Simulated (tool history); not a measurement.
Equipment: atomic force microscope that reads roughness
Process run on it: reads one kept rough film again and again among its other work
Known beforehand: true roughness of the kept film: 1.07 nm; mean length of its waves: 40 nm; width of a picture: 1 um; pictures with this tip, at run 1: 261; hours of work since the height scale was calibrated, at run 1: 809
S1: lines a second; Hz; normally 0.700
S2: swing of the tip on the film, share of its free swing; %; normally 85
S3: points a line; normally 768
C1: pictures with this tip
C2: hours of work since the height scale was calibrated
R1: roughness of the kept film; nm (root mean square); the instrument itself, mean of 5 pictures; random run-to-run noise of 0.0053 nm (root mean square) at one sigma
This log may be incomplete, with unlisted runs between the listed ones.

Run 1, hour 0.0: usual settings; C1 261; C2 809. Result: R1 1.022 nm (root mean square).
At hour 11.6: new tip fitted.
Run 2, hour 40.8: usual settings but S2 87 %; C1 62; C2 837. Result: R1 1.018 nm (root mean square).
Run 3, hour 73.3: usual settings but S2 87 %; C1 131; C2 859. Result: R1 1.016 nm (root mean square).
Run 4, hour 104.8: usual settings; C1 198; C2 881. Result: R1 1.025 nm (root mean square).
At hour 147.4: new tip fitted.
Run 5, hour 173.6: usual settings but S3 605; C1 55; C2 928. Result: R1 1.019 nm (root mean square).
Run 6, hour 241.8: usual settings; C1 201; C2 975. Result: R1 1.030 nm (root mean square).
At hour 283.2: new tip fitted.
Run 7, hour 293.9: usual settings but S2 63 %; C1 22; C2 1010. Result: R1 1.036 nm (root mean square).
Run 8, hour 325.5: usual settings but S2 84 %; C1 90; C2 1032. Result: R1 1.029 nm (root mean square).
Run 9, hour 358.1: usual settings but S2 84 %; C1 159; C2 1055. Result: R1 1.021 nm (root mean square).
At hour 416.0: new tip fitted.
Run 10, hour 423.8: usual settings but S1 1.161 Hz; C1 17; C2 1100. Result: R1 1.002 nm (root mean square).
Run 11, hour 468.0: usual settings but S1 1.161 Hz; C1 111; C2 1130. Result: R1 1.012 nm (root mean square).
Run 12, hour 505.7: usual settings but S1 1.161 Hz; C1 191; C2 1156. Result: R1 1.001 nm (root mean square).
At hour 552.4: new tip fitted.
Run 13, hour 559.4: usual settings but S1 1.161 Hz; C1 15; C2 1193. Result: R1 1.014 nm (root mean square).
Run 14, hour 608.1: usual settings but S2 65 %; C1 119; C2 1226. Result: R1 1.050 nm (root mean square).
Run 15, hour 675.5: usual settings; C1 262; C2 1272. Result: R1 1.021 nm (root mean square).
At hour 685.9: new tip fitted.
Run 16, hour 703.7: usual settings but S2 78 %; C1 37; C2 1292. Result: R1 1.043 nm (root mean square).
Run 17, hour 772.1: usual settings but S3 260; C1 183; C2 1339. Result: R1 1.026 nm (root mean square).
Run 18, hour 815.4: usual settings but S3 473; C1 275; C2 1368. Result: R1 1.024 nm (root mean square).
At hour 819.5: new tip fitted.
Run 19, hour 848.7: usual settings but S3 443; C1 62; C2 1391. Result: R1 1.024 nm (root mean square).
Run 20, hour 877.0: usual settings but S1 2.755 Hz, S3 443; C1 122; C2 1411. Result: R1 0.948 nm (root mean square).
Run 21, hour 926.1: usual settings but S1 2.755 Hz, S3 443; C1 227; C2 1444. Result: R1 0.958 nm (root mean square).
At hour 952.1: new tip fitted.
Run 22, hour 989.2: usual settings but S1 2.755 Hz, S3 443; C1 79; C2 1487. Result: R1 0.940 nm (root mean square).
Run 23, hour 1019.8: usual settings but S1 2.755 Hz, S3 443; C1 144; C2 1508. Result: R1 0.950 nm (root mean square).
Run 24, hour 1066.6: usual settings but S1 2.755 Hz, S3 443; C1 244; C2 1541. Result: R1 0.938 nm (root mean square).
At hour 1085.1: new tip fitted.
Run 25, hour 1128.4: usual settings but S1 2.755 Hz, S3 443; C1 92; C2 1583. Result: R1 0.945 nm (root mean square).
Run 26, hour 1168.5: usual settings but S1 2.755 Hz, S3 443; C1 177; C2 1611. Result: R1 0.952 nm (root mean square).
Run 27, hour 1214.6: usual settings but S1 2.755 Hz, S3 443; C1 276; C2 1642. Result: R1 0.949 nm (root mean square).
At hour 1220.4: new tip fitted.
Run 28, hour 1245.2: usual settings but S1 1.278 Hz, S3 290; C1 53; C2 1663. Result: R1 0.993 nm (root mean square).
Run 29, hour 1285.5: usual settings but S1 3.233 Hz, S2 87 %, S3 670; C1 138; C2 1691. Result: R1 0.934 nm (root mean square).
At hour 1302.5: height scale calibrated on a step standard.
Run 30, hour 1323.1: usual settings but S1 3.233 Hz, S2 87 %, S3 670; C1 216; C2 14. Result: R1 0.916 nm (root mean square).
At hour 1356.6: new tip fitted.
Run 31, hour 1360.3: usual settings but S1 3.233 Hz, S2 63 %, S3 583; C1 8; C2 39. Result: R1 1.016 nm (root mean square).
Run 32, hour 1392.0: usual settings but S1 3.233 Hz, S2 63 %, S3 583; C1 76; C2 61. Result: R1 1.014 nm (root mean square).
Run 33, hour 1436.8: usual settings but S1 1.427 Hz, S2 66 %, S3 401; C1 171; C2 92. Result: R1 1.026 nm (root mean square).
Run 34, hour 1465.5: usual settings but S1 0.782 Hz, S2 68 %, S3 584; C1 232; C2 112. Result: R1 1.033 nm (root mean square).
At hour 1493.1: new tip fitted.
Run 35, hour 1532.7: usual settings but S1 0.782 Hz, S2 68 %, S3 584; C1 84; C2 158. Result: R1 1.039 nm (root mean square).
Run 36, hour 1571.4: usual settings but S1 0.782 Hz, S2 68 %, S3 584; C1 167; C2 184. Result: R1 1.048 nm (root mean square).
Run 37, hour 1615.6: usual settings but S1 1.658 Hz, S2 68 %, S3 584; C1 261; C2 215. Result: R1 1.021 nm (root mean square).
At hour 1630.0: new tip fitted.
Run 38, hour 1663.1: usual settings but S2 76 %, S3 523; C1 71; C2 247. Result: R1 1.033 nm (root mean square).
Run 39, hour 1703.8: usual settings but S1 0.732 Hz, S2 57 %, S3 445; C1 157; C2 275. Result: R1 1.050 nm (root mean square).
Run 40, hour 1736.2: usual settings but S2 90 %, S3 839; C1 226; C2 297. Result: R1 1.018 nm (root mean square).
At hour 1763.0: new tip fitted.
Run 41, hour 1775.9: usual settings but S1 1.625 Hz, S2 56 %, S3 464; C1 27; C2 324. Result: R1 1.038 nm (root mean square).
Run 42, hour 1818.2: usual settings but S1 1.625 Hz, S2 56 %, S3 464; C1 118; C2 354. Result: R1 1.038 nm (root mean square).
Run 43, hour 1882.9: usual settings but S1 1.625 Hz, S2 56 %, S3 464; C1 255; C2 398. Result: R1 1.034 nm (root mean square).
At hour 1896.5: new tip fitted.
Run 44, hour 1947.3: usual settings but S1 1.625 Hz, S2 56 %, S3 464; C1 108; C2 442. Result: R1 1.037 nm (root mean square).
Run 45, hour 2004.9: usual settings but S1 1.625 Hz, S2 56 %, S3 464; C1 231; C2 482. Result: R1 1.036 nm (root mean square).
At hour 2031.7: new tip fitted.
Run 46, hour 2036.5: usual settings but S1 3.294 Hz, S2 88 %, S3 330; C1 10; C2 503. Result: R1 0.915 nm (root mean square).
Run 47, hour 2085.2: usual settings but S1 3.294 Hz, S2 88 %, S3 330; C1 114; C2 537. Result: R1 0.922 nm (root mean square).
Run 48, hour 2118.4: usual settings but S1 3.525 Hz; C1 184; C2 560. Result: R1 0.928 nm (root mean square).
Run 49, hour 2151.2: usual settings but S1 3.525 Hz; C1 254; C2 582. Result: R1 0.935 nm (root mean square).
At hour 2163.9: new tip fitted.
Run 50, hour 2191.2: usual settings but S1 3.525 Hz; C1 58; C2 609. Result: R1 0.925 nm (root mean square).

What if the next run were any one of these 4? Each begins from the tool's condition after run 50:
Run A, hour 2241.0: usual settings but S1 2.771 Hz; C1 164; C2 644. Result: R1 ?.
Run B, hour 2241.0: usual settings but S1 3.525 Hz, S3 299; C1 164; C2 644. Result: R1 ?.
Run C, hour 2241.0: usual settings but S1 3.525 Hz, S2 88 %, S3 689; C1 164; C2 644. Result: R1 ?.
Run D, hour 2241.0: usual settings but S1 3.525 Hz, S3 389; C1 164; C2 644. Result: R1 ?.

run     R1
  A  0.948
  B  0.920
  C  0.917
  D  0.933
With no hidden state in the tool, these same runs would have given:
run     R1
  A  0.950
  B  0.921
  C  0.919
  D  0.934
